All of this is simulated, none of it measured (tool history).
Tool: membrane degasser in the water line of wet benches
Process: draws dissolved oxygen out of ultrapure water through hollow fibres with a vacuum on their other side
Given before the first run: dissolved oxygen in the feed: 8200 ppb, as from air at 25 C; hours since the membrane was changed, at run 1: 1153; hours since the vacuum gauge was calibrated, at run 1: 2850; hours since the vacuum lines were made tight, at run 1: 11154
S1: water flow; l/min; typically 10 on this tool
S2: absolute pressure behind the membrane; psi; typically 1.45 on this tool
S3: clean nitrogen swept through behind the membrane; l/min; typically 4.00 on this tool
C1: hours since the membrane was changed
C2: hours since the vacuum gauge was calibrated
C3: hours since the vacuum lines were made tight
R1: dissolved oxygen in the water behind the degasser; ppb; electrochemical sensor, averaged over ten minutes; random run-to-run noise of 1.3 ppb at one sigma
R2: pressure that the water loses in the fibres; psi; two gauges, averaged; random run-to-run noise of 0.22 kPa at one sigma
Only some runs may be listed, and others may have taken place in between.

run 1 day=0.000 | S1=10 S2=1.45 S3=4.00 | C1=1153 C2=2850 C3=11154 | R1=130.1 R2=7.858
run 2 day=3.858 | S1=10 S2=1.45 S3=4.00 | C1=1245 C2=2943 C3=11246 | R1=127.8 R2=7.923
run 3 day=6.729 | S1=10 S2=1.45 S3=8.25 | C1=1314 C2=3012 C3=11315 | R1=108.6 R2=7.899
run 4 day=9.067 | S1=10 S2=1.45 S3=8.25 | C1=1370 C2=3068 C3=11371 | R1=108.3 R2=7.912
run 5 day=12.829 | S1=10 S2=1.45 S3=8.25 | C1=1461 C2=3158 C3=11462 | R1=107.5 R2=7.870
run 6 day=16.308 | S1=10 S2=1.45 S3=8.25 | C1=1544 C2=3242 C3=11545 | R1=109.0 R2=7.894
run 7 day=19.179 | S1=10 S2=1.45 S3=4.00 | C1=1613 C2=3311 C3=11614 | R1=126.3 R2=7.902
run 8 day=21.529 | S1=10 S2=1.45 S3=4.00 | C1=1669 C2=3367 C3=11670 | R1=129.7 R2=7.873
run 9 day=26.696 | S1=10 S2=1.16 S3=4.00 | C1=1793 C2=3491 C3=11794 | R1=117.7 R2=7.842
run 10 day=30.204 | S1=10 S2=1.16 S3=4.00 | C1=1878 C2=3575 C3=11879 | R1=115.2 R2=7.910
run 11 day=34.979 | S1=10 S2=1.45 S3=8.30 | C1=1992 C2=3690 C3=11993 | R1=107.6 R2=7.855
run 12 day=38.700 | S1=10 S2=1.45 S3=4.00 | C1=2082 C2=3779 C3=12083 | R1=128.0 R2=7.910
run 13 day=41.842 | S1=10 S2=1.45 S3=4.00 | C1=2157 C2=3855 C3=12158 | R1=127.6 R2=7.897
run 14 day=46.817 | S1=10 S2=1.45 S3=4.00 | C1=2276 C2=3974 C3=12277 | R1=132.5 R2=7.896
run 15 day=50.962 | S1=10 S2=1.45 S3=4.00 | C1=2376 C2=4073 C3=12377 | R1=130.0 R2=7.941
run 16 day=56.342 | S1=10 S2=1.45 S3=4.00 | C1=2505 C2=4203 C3=12506 | R1=131.0 R2=7.909
-- day=58.054 vacuum gauge calibrated
run 17 day=59.883 | S1=10 S2=1.45 S3=4.00 | C1=2589 C2=44 C3=12590 | R1=130.7 R2=7.892
run 18 day=62.442 | S1=10 S2=2.35 S3=10.47 | C1=2651 C2=105 C3=12652 | R1=118.2 R2=7.958
run 19 day=66.538 | S1=7 S2=1.25 S3=10.47 | C1=2749 C2=204 C3=12750 | R1=33.6 R2=5.562
run 20 day=71.592 | S1=8 S2=1.45 S3=9.95 | C1=2870 C2=325 C3=12871 | R1=54.2 R2=6.390
run 21 day=76.204 | S1=10 S2=1.45 S3=2.67 | C1=2981 C2=436 C3=12982 | R1=153.3 R2=7.907
run 22 day=80.967 | S1=10 S2=1.45 S3=2.55 | C1=3095 C2=550 C3=13096 | R1=156.4 R2=7.951
run 23 day=86.100 | S1=9 S2=1.33 S3=8.78 | C1=3219 C2=673 C3=13220 | R1=78.8 R2=7.184
-- day=86.704 vacuum gauge calibrated, once more
-- day=88.629 seals of the vacuum lines changed
run 24 day=89.329 | S1=15 S2=1.33 S3=8.78 | C1=3294 C2=61 C3=17 | R1=303.2 R2=11.940
run 25 day=93.779 | S1=14 S2=2.34 S3=8.49 | C1=3400 C2=168 C3=124 | R1=287.8 R2=11.087
run 26 day=98.229 | S1=14 S2=2.34 S3=8.49 | C1=3507 C2=275 C3=230 | R1=286.5 R2=11.123
run 27 day=102.675 | S1=12 S2=1.45 S3=2.05 | C1=3614 C2=381 C3=337 | R1=251.6 R2=9.578
run 28 day=107.704 | S1=9 S2=3.41 S3=9.17 | C1=3735 C2=502 C3=458 | R1=112.5 R2=7.113
run 29 day=110.529 | S1=9 S2=3.41 S3=9.17 | C1=3802 C2=570 C3=526 | R1=112.1 R2=7.146
run 30 day=113.033 | S1=14 S2=1.20 S3=4.18 | C1=3862 C2=630 C3=586 | R1=279.5 R2=11.146
run 31 day=116.850 | S1=10 S2=1.15 S3=5.56 | C1=3954 C2=721 C3=677 | R1=114.9 R2=7.968

Some steps in R1 between neighbouring runs. How much of each would the tool show without its hidden state too (settings, what came in, random variation), and how much is left for the hidden state, with any gauge scatter that isn't in both results?
Hidden state at play: membrane still open, %; true pressure behind the membrane over the reading, kPa; air that leaks in behind the membrane, l/min; drift of the gauge itself on oxygen_ppb, %; drift of the gauge itself on loss_of_pressure_kpa, %.
Run 23 -> 24: S1 9 -> 15, vacuum gauge calibrated, once more, seals of the vacuum lines changed. R1 +224.4 ppb: hidden state +6.7, all else +217.7.
Run 29 -> 30: S1 9 -> 14, S2 3.41 -> 1.20, S3 9.17 -> 4.18. R1 +167.4 ppb: hidden state +7.2, all else +160.2.
Run 30 -> 31: S1 14 -> 10, S2 1.20 -> 1.15, S3 4.18 -> 5.56. R1 -164.6 ppb: hidden state -5.6, all else -159.0.
